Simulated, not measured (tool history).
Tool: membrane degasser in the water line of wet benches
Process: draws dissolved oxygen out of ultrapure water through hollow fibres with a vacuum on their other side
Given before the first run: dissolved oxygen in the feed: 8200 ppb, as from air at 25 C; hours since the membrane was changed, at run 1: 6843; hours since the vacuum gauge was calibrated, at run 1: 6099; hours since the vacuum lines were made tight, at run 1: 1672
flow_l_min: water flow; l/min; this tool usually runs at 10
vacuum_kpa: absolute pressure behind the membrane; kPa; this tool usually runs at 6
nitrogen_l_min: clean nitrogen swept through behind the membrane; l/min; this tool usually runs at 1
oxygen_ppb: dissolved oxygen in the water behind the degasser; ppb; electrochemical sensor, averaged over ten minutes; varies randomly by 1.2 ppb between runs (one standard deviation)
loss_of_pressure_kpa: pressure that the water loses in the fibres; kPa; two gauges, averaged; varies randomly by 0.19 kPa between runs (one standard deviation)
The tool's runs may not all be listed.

| run | day | flow_l_min | vacuum_kpa | nitrogen_l_min | hours since the membrane was changed | hours since the vacuum gauge was calibrated | hours since the vacuum lines were made tight | oxygen_ppb | loss_of_pressure_kpa |
|---|---|---|---|---|---|---|---|---|---|
| 1 | 0 | 10 | 6 | 1 | 6843 | 6099 | 1672 | 136.8 | 42.92 |
| 2 | 7.779 | 10 | 6 | 1 | 7030 | 6285 | 1859 | 142 | 43.48 |
| 3 | 14.575 | 10 | 6 | 1 | 7193 | 6449 | 2022 | 143 | 43.45 |
| 4 | 18.596 | 10 | 6 | 1.07 | 7289 | 6545 | 2118 | 136.4 | 43.86 |
| 5 | 22.525 | 10 | 6 | 1.07 | 7384 | 6639 | 2213 | 135.8 | 43.36 |
| 6 | 29.729 | 10 | 11.83 | 1 | 7557 | 6812 | 2386 | 275.6 | 43.59 |
| 7 | 36.112 | 10 | 6 | 1 | 7710 | 6965 | 2539 | 143 | 42.99 |
| 8 | 40.542 | 13 | 6 | 1 | 7816 | 7072 | 2645 | 276.9 | 56.82 |
| 9 | 47.362 | 10 | 6 | 1 | 7980 | 7235 | 2809 | 144 | 43.48 |
| 10 | 51.15 | 10 | 6 | 1 | 8071 | 7326 | 2900 | 143.2 | 43.55 |
| 11 | 57.746 | 10 | 8.24 | 1 | 8229 | 7485 | 3058 | 195.8 | 43.59 |
| 12 | 62.396 | 10 | 8.24 | 1 | 8341 | 7596 | 3170 | 195.7 | 43.41 |
|  | 62.838 | vacuum gauge calibrated |
| 13 | 65.917 | 10 | 8.24 | 1 | 8425 | 74 | 3254 | 199.1 | 43.78 |
| 14 | 73.521 | 10 | 6 | 0.52 | 8607 | 256 | 3436 | 203.4 | 43.24 |
| 15 | 76.871 | 10 | 6 | 0.52 | 8688 | 337 | 3516 | 203.9 | 43.57 |
| 16 | 80.579 | 10 | 6 | 0.52 | 8777 | 426 | 3606 | 205.6 | 43.87 |
| 17 | 86.488 | 13 | 14.29 | 2.82 | 8918 | 568 | 3747 | 323.8 | 57.09 |
| 18 | 92.1 | 13 | 14.29 | 2.82 | 9053 | 702 | 3882 | 314.4 | 56.96 |
| 19 | 99.621 | 10 | 14.29 | 1.3 | 9234 | 883 | 4062 | 285 | 44.04 |
| 20 | 103.283 | 10 | 14.29 | 1.98 | 9321 | 971 | 4150 | 217.9 | 44.04 |
|  | 106.829 | vacuum gauge calibrated, once more |
| 21 | 108.088 | 7 | 9.56 | 2.95 | 9436 | 30 | 4265 | 55 | 30.66 |
| 22 | 112.092 | 7 | 9.56 | 2.95 | 9532 | 126 | 4361 | 53.7 | 30.86 |
| 23 | 115.388 | 14 | 7.69 | 0.41 | 9611 | 205 | 4440 | 548.8 | 62.22 |
| 24 | 118.688 | 10 | 4.09 | 0.54 | 9691 | 285 | 4520 | 116.8 | 43.83 |
| 25 | 125.167 | 10 | 4.09 | 0.54 | 9846 | 440 | 4675 | 115.5 | 44.15 |
| 26 | 129.371 | 10 | 4.09 | 0.42 | 9947 | 541 | 4776 | 126.1 | 44 |
| 27 | 135.033 | 8 | 6 | 2.2 | 10083 | 677 | 4912 | 56 | 35.4 |
| 28 | 142.488 | 15 | 6 | 1.53 | 10262 | 856 | 5091 | 373.2 | 66.07 |

Consider 5 possible next runs. They are alternatives, not a sequence: every one starts from the tool as it was left by run 28. What does each give?
| A | 147.112 | 10 | 11.88 | 0.88 | 10373 | 967 | 5202 | ? | ? |
| B | 147.112 | 8 | 14.01 | 1.1 | 10373 | 967 | 5202 | ? | ? |
| C | 147.112 | 8 | 6 | 0.48 | 10373 | 967 | 5202 | ? | ? |
| D | 147.112 | 15 | 14.49 | 1.53 | 10373 | 967 | 5202 | ? | ? |
| E | 147.112 | 15 | 6.2 | 0.9 | 10373 | 967 | 5202 | ? | ? |

| run | oxygen_ppb | loss_of_pressure_kpa |
|---|---|---|
| A | 312.3 | 44.22 |
| B | 227.5 | 35.54 |
| C | 141.7 | 35.45 |
| D | 564 | 66.68 |
| E | 417.4 | 66.22 |
Without the tool's hidden state the same runs would have given:
| run | oxygen_ppb | loss_of_pressure_kpa |
|---|---|---|
| A | 280.2 | 41.18 |
| B | 206.2 | 33.09 |
| C | 125.7 | 33 |
| D | 491.8 | 62.1 |
| E | 348.3 | 61.67 |
